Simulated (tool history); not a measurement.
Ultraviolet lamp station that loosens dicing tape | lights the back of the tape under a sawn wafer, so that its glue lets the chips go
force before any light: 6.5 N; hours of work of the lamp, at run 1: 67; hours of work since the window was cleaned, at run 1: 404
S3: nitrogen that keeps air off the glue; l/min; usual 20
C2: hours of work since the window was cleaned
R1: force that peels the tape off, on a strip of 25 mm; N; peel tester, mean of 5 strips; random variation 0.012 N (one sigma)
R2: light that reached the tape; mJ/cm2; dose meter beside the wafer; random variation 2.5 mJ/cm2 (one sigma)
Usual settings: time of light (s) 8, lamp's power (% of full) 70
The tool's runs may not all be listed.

run 1 day=0 | time_of_light_(s)=8 lamp's_power_(%_of_full)=70 S3=20 | hours_of_work_of_the_lamp=67 C2=404 | R1=0.533 R2=294
run 2 day=0.767 | time_of_light_(s)=8 lamp's_power_(%_of_full)=70 S3=20 | hours_of_work_of_the_lamp=75 C2=412 | R1=0.558 R2=293
run 3 day=1.388 | time_of_light_(s)=8 lamp's_power_(%_of_full)=70 S3=20 | hours_of_work_of_the_lamp=81 C2=418 | R1=0.558 R2=297
run 4 day=2.15 | time_of_light_(s)=8 lamp's_power_(%_of_full)=70 S3=20 | hours_of_work_of_the_lamp=88 C2=425 | R1=0.565 R2=298
run 5 day=3.329 | time_of_light_(s)=8 lamp's_power_(%_of_full)=70 S3=20 | hours_of_work_of_the_lamp=100 C2=437 | R1=0.561 R2=293
run 6 day=3.9 | time_of_light_(s)=8 lamp's_power_(%_of_full)=70 S3=20 | hours_of_work_of_the_lamp=105 C2=442 | R1=0.533 R2=295
run 7 day=4.612 | time_of_light_(s)=8 lamp's_power_(%_of_full)=70 S3=20 | hours_of_work_of_the_lamp=112 C2=449 | R1=0.55 R2=292
run 8 day=5.333 | time_of_light_(s)=8 lamp's_power_(%_of_full)=70 S3=20 | hours_of_work_of_the_lamp=119 C2=456 | R1=0.55 R2=292
run 9 day=6.246 | time_of_light_(s)=8 lamp's_power_(%_of_full)=70 S3=20 | hours_of_work_of_the_lamp=128 C2=465 | R1=0.559 R2=293
run 10 day=7.379 | time_of_light_(s)=8 lamp's_power_(%_of_full)=70 S3=8 | hours_of_work_of_the_lamp=139 C2=476 | R1=1.138 R2=296
run 11 day=8.654 | time_of_light_(s)=8 lamp's_power_(%_of_full)=70 S3=8 | hours_of_work_of_the_lamp=151 C2=488 | R1=1.144 R2=296
run 12 day=9.633 | time_of_light_(s)=8 lamp's_power_(%_of_full)=70 S3=20 | hours_of_work_of_the_lamp=161 C2=498 | R1=0.564 R2=294
run 13 day=10.304 | time_of_light_(s)=8 lamp's_power_(%_of_full)=70 S3=20 | hours_of_work_of_the_lamp=167 C2=505 | R1=0.552 R2=294
run 14 day=10.871 | time_of_light_(s)=7 lamp's_power_(%_of_full)=91 S3=10 | hours_of_work_of_the_lamp=173 C2=510 | R1=0.749 R2=334
run 15 day=11.425 | time_of_light_(s)=7 lamp's_power_(%_of_full)=91 S3=10 | hours_of_work_of_the_lamp=178 C2=515 | R1=0.745 R2=331
run 16 day=12.3 | time_of_light_(s)=7 lamp's_power_(%_of_full)=91 S3=10 | hours_of_work_of_the_lamp=187 C2=524 | R1=0.752 R2=336
run 17 day=12.838 | time_of_light_(s)=8 lamp's_power_(%_of_full)=78 S3=6 | hours_of_work_of_the_lamp=192 C2=529 | R1=1.106 R2=321
run 18 day=13.529 | time_of_light_(s)=5 lamp's_power_(%_of_full)=72 S3=20 | hours_of_work_of_the_lamp=199 C2=536 | R1=1.276 R2=189
run 19 day=14.767 | time_of_light_(s)=8 lamp's_power_(%_of_full)=70 S3=19 | hours_of_work_of_the_lamp=211 C2=548 | R1=0.573 R2=295
run 20 day=15.688 | time_of_light_(s)=11 lamp's_power_(%_of_full)=73 S3=7 | hours_of_work_of_the_lamp=220 C2=557 | R1=0.614 R2=422
run 21 day=16.554 | time_of_light_(s)=7 lamp's_power_(%_of_full)=73 S3=7 | hours_of_work_of_the_lamp=228 C2=565 | R1=1.419 R2=267
run 22 day=17.738 | time_of_light_(s)=7 lamp's_power_(%_of_full)=78 S3=7 | hours_of_work_of_the_lamp=240 C2=577 | R1=1.299 R2=285
run 23 day=18.529 | time_of_light_(s)=7 lamp's_power_(%_of_full)=70 S3=16 | hours_of_work_of_the_lamp=247 C2=585 | R1=0.869 R2=251

The next listed run, before its measurement:
run 24 day=19.433 | time_of_light_(s)=7 lamp's_power_(%_of_full)=70 S3=16 | hours_of_work_of_the_lamp=256 C2=593 | R1=? R2=?

R1: 0.851 N
R2: 257 mJ/cm2
Without the tool's hidden state the same run would have given R1 0.847 N, R2 258 mJ/cm2.

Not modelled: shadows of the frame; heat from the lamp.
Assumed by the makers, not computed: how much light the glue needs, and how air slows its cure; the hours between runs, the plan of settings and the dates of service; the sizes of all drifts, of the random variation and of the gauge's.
